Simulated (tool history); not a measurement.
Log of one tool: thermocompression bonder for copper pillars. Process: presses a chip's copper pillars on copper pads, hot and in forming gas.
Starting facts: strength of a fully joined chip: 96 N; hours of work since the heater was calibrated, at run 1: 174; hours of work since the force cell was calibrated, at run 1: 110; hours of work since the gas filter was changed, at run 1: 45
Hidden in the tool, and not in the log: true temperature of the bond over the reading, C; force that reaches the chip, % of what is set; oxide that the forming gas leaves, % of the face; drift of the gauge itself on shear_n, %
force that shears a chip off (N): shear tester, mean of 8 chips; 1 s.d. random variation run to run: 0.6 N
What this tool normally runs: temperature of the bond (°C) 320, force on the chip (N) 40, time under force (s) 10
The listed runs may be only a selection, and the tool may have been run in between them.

| run | hour | temperature of the bond (°C) | force on the chip (N) | time under force (s) | hours of work since the heater was calibrated | hours of work since the force cell was calibrated | hours of work since the gas filter was changed | force that shears a chip off (N) |
|---|---|---|---|---|---|---|---|---|
| 1 | 0.0 | 320 | 40 | 10 | 174 | 110 | 45 | 42.1 |
| 2 | 4.0 | 320 | 40 | 10 | 176 | 112 | 47 | 41.5 |
| 3 | 10.5 | 320 | 40 | 10 | 179 | 114 | 49 | 41.9 |
| 4 | 17.3 | 320 | 40 | 8 | 181 | 117 | 52 | 37.7 |
| 5 | 22.8 | 320 | 40 | 8 | 184 | 119 | 54 | 37.4 |
| 6 | 31.6 | 320 | 46 | 10 | 187 | 123 | 58 | 46.1 |
| 7 | 37.2 | 320 | 35 | 10 | 189 | 125 | 60 | 36.8 |
| 8 | 43.9 | 320 | 40 | 10 | 192 | 128 | 63 | 41.2 |
| 9 | 52.6 | 320 | 40 | 10 | 196 | 131 | 66 | 40.3 |
| 10 | 57.2 | 317 | 40 | 10 | 198 | 133 | 68 | 39.3 |
| 11 | 64.8 | 325 | 31 | 10 | 201 | 136 | 71 | 34.5 |
| 12 | 72.9 | 296 | 59 | 8 | 204 | 139 | 75 | 40.7 |
| 13 | 77.5 | 340 | 24 | 14 | 206 | 141 | 76 | 37.1 |
| 14 | 83.8 | 336 | 24 | 14 | 208 | 144 | 79 | 34.7 |
| 15 | 89.2 | 346 | 30 | 5 | 210 | 146 | 81 | 29.8 |
| 16 | 96.4 | 304 | 27 | 12 | 213 | 149 | 84 | 27.9 |
| 17 | 102.0 | 304 | 27 | 12 | 216 | 151 | 86 | 27.2 |
| 18 | 106.1 | 304 | 27 | 12 | 217 | 153 | 88 | 26.6 |
| 19 | 112.1 | 320 | 44 | 10 | 220 | 155 | 90 | 41.1 |
| 20 | 116.6 | 320 | 40 | 14 | 221 | 157 | 92 | 44.0 |

What if the next run were any one of these 3? Each begins from the tool's condition after run 20:
| A | 122.5 | 305 | 55 | 12 | 224 | 159 | 95 | ? |
| B | 122.5 | 294 | 26 | 21 | 224 | 159 | 95 | ? |
| C | 122.5 | 291 | 36 | 10 | 224 | 159 | 95 | ? |

| run | force that shears a chip off (N) |
|---|---|
| A | 47.4 |
| B | 29.2 |
| C | 28.2 |
Had the tool no hidden state, the same runs would have come out as:
| run | force that shears a chip off (N) |
|---|---|
| A | 52.7 |
| B | 32.8 |
| C | 31.7 |
